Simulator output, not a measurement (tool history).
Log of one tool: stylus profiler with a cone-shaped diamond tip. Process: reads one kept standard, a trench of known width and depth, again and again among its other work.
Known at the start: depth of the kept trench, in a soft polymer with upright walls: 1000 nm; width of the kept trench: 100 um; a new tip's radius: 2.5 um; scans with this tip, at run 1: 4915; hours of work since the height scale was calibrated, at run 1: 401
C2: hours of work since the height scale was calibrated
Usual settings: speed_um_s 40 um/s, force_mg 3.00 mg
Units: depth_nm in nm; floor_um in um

{"run": 1, "hour": 0.0, "speed_um_s": 40, "force_mg": 3.0, "scans with this tip": 4915, "C2": 401, "depth_nm": 1010.99, "floor_um": 95.81}
{"run": 2, "hour": 41.6, "speed_um_s": 40, "force_mg": 3.0, "scans with this tip": 5192, "C2": 423, "depth_nm": 1011.38, "floor_um": 95.82}
{"run": 3, "hour": 112.8, "speed_um_s": 40, "force_mg": 3.0, "scans with this tip": 5667, "C2": 462, "depth_nm": 1010.89, "floor_um": 95.83}
{"run": 4, "hour": 171.0, "speed_um_s": 40, "force_mg": 3.0, "scans with this tip": 6055, "C2": 494, "depth_nm": 1011.48, "floor_um": 95.8}
{"run": 5, "hour": 252.3, "speed_um_s": 40, "force_mg": 3.0, "scans with this tip": 6597, "C2": 538, "depth_nm": 1010.88, "floor_um": 95.84}
{"run": 6, "hour": 330.0, "speed_um_s": 40, "force_mg": 3.0, "scans with this tip": 7115, "C2": 580, "depth_nm": 1011.15, "floor_um": 95.8}
{"run": 7, "hour": 408.6, "speed_um_s": 40, "force_mg": 3.0, "scans with this tip": 7639, "C2": 623, "depth_nm": 1010.9, "floor_um": 95.85}
{"run": 8, "hour": 443.3, "speed_um_s": 40, "force_mg": 3.0, "scans with this tip": 7870, "C2": 642, "depth_nm": 1010.8, "floor_um": 95.8}
{"run": 9, "hour": 500.5, "speed_um_s": 40, "force_mg": 3.0, "scans with this tip": 8251, "C2": 673, "depth_nm": 1011.08, "floor_um": 95.83}
{"run": 10, "hour": 569.8, "speed_um_s": 40, "force_mg": 3.0, "scans with this tip": 8713, "C2": 710, "depth_nm": 1010.97, "floor_um": 95.83}
{"run": 11, "hour": 604.6, "speed_um_s": 40, "force_mg": 3.0, "scans with this tip": 8946, "C2": 729, "depth_nm": 1010.85, "floor_um": 95.84}
{"run": 12, "hour": 659.6, "speed_um_s": 10, "force_mg": 3.0, "scans with this tip": 9312, "C2": 759, "depth_nm": 1010.8, "floor_um": 96.0}
{"run": 13, "hour": 739.1, "speed_um_s": 147, "force_mg": 1.9, "scans with this tip": 9843, "C2": 802, "depth_nm": 1008.11, "floor_um": 95.24}
{"run": 14, "hour": 821.1, "speed_um_s": 11, "force_mg": 1.98, "scans with this tip": 10389, "C2": 847, "depth_nm": 1008.02, "floor_um": 95.99}
{"run": 15, "hour": 880.3, "speed_um_s": 11, "force_mg": 1.98, "scans with this tip": 10784, "C2": 879, "depth_nm": 1008.27, "floor_um": 95.87}
{"run": 16, "hour": 926.3, "speed_um_s": 30, "force_mg": 1.49, "scans with this tip": 11091, "C2": 904, "depth_nm": 1006.93, "floor_um": 95.81}
{"run": 17, "hour": 977.7, "speed_um_s": 52, "force_mg": 1.48, "scans with this tip": 11433, "C2": 932, "depth_nm": 1007.05, "floor_um": 95.65}
{"run": 18, "hour": 1025.5, "speed_um_s": 52, "force_mg": 1.48, "scans with this tip": 11752, "C2": 958, "depth_nm": 1007.01, "floor_um": 95.73}
{"run": 19, "hour": 1079.4, "speed_um_s": 44, "force_mg": 3.0, "scans with this tip": 12111, "C2": 987, "depth_nm": 1010.69, "floor_um": 95.79}
{"run": 20, "hour": 1122.1, "speed_um_s": 24, "force_mg": 5.76, "scans with this tip": 12396, "C2": 1011, "depth_nm": 1016.95, "floor_um": 95.94}
{"run": 21, "hour": 1161.4, "speed_um_s": 66, "force_mg": 2.54, "scans with this tip": 12658, "C2": 1032, "depth_nm": 1009.39, "floor_um": 95.7}
{"run": 22, "hour": 1230.8, "speed_um_s": 54, "force_mg": 1.0, "scans with this tip": 13121, "C2": 1070, "depth_nm": 1004.93, "floor_um": 95.64}
{"run": 23, "hour": 1280.8, "speed_um_s": 59, "force_mg": 1.42, "scans with this tip": 13454, "C2": 1097, "depth_nm": 1006.89, "floor_um": 95.69}
{"run": 24, "hour": 1328.0, "speed_um_s": 49, "force_mg": 3.0, "scans with this tip": 13769, "C2": 1123, "depth_nm": 1010.32, "floor_um": 95.76}

Forecast each of these 4 alternatives for the next run:
{"run": "A", "hour": 1409.4, "speed_um_s": 14, "force_mg": 1.04, "scans with this tip": 14312, "C2": 1167, "depth_nm": "?", "floor_um": "?"}
{"run": "B", "hour": 1409.4, "speed_um_s": 40, "force_mg": 5.33, "scans with this tip": 14312, "C2": 1167, "depth_nm": "?", "floor_um": "?"}
{"run": "C", "hour": 1409.4, "speed_um_s": 113, "force_mg": 6.8, "scans with this tip": 14312, "C2": 1167, "depth_nm": "?", "floor_um": "?"}
{"run": "D", "hour": 1409.4, "speed_um_s": 79, "force_mg": 4.41, "scans with this tip": 14312, "C2": 1167, "depth_nm": "?", "floor_um": "?"}

run=A depth_nm=1005.56 floor_um=95.91
run=B depth_nm=1015.88 floor_um=95.84
run=C depth_nm=1019.18 floor_um=95.74
run=D depth_nm=1014.33 floor_um=95.72
Without the tool's hidden state the same runs would have given:
run=A depth_nm=1005.61 floor_um=95.93
run=B depth_nm=1015.93 floor_um=95.86
run=C depth_nm=1019.23 floor_um=95.75
run=D depth_nm=1014.38 floor_um=95.73
